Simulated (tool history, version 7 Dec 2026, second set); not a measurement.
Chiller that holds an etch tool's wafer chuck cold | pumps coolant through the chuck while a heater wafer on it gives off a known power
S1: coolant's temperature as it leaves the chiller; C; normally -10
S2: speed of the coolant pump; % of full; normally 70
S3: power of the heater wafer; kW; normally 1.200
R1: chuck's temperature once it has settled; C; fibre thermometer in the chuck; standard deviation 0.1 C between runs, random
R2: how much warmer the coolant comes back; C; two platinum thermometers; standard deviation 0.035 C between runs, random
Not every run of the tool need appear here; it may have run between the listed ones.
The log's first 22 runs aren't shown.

{"run": 23, "hour": 3124.0, "S1": -2, "S2": 84, "S3": 0.937, "R1": 6.9, "R2": 4.71}
{"run": 24, "hour": 3310.5, "S1": -10, "S2": 70, "S3": 1.201, "R1": 3.1, "R2": 7.26}
{"run": 25, "hour": 3424.5, "S1": -10, "S2": 70, "S3": 1.201, "R1": 3.0, "R2": 7.23}
{"run": 26, "hour": 3568.6, "S1": -10, "S2": 70, "S3": 1.201, "R1": 3.1, "R2": 7.27}
{"run": 27, "hour": 3781.9, "S1": -9, "S2": 64, "S3": 1.201, "R1": 5.2, "R2": 8.06}
{"run": 28, "hour": 3957.5, "S1": -6, "S2": 70, "S3": 1.166, "R1": 7.0, "R2": 7.24}
{"run": 29, "hour": 4141.6, "S1": -4, "S2": 74, "S3": 1.2, "R1": 8.9, "R2": 7.01}
{"run": 30, "hour": 4300.8, "S1": -3, "S2": 78, "S3": 1.46, "R1": 12.2, "R2": 8.1}
{"run": 31, "hour": 4520.0, "S1": -3, "S2": 78, "S3": 1.46, "R1": 12.3, "R2": 8.16}
{"run": 32, "hour": 4623.2, "S1": -8, "S2": 100, "S3": 0.634, "R1": -2.3, "R2": 2.84}

4 options for the next run, each taken on its own from the tool as it stands now. Forecast them:
{"run": "A", "hour": 4739.7, "S1": -15, "S2": 68, "S3": 0.935, "R1": "?", "R2": "?"}
{"run": "B", "hour": 4739.7, "S1": -19, "S2": 70, "S3": 1.2, "R1": "?", "R2": "?"}
{"run": "C", "hour": 4739.7, "S1": -10, "S2": 72, "S3": 1.2, "R1": "?", "R2": "?"}
{"run": "D", "hour": 4739.7, "S1": -19, "S2": 62, "S3": 1.2, "R1": "?", "R2": "?"}

run=A R1=-4.1 R2=6.07
run=B R1=-5.3 R2=7.57
run=C R1=3.5 R2=7.42
run=D R1=-4.2 R2=8.58
Without the tool's hidden state the same runs would have given:
run=A R1=-6.3 R2=4.83
run=B R1=-8.1 R2=6.02
run=C R1=0.7 R2=5.91
run=D R1=-7.2 R2=6.84

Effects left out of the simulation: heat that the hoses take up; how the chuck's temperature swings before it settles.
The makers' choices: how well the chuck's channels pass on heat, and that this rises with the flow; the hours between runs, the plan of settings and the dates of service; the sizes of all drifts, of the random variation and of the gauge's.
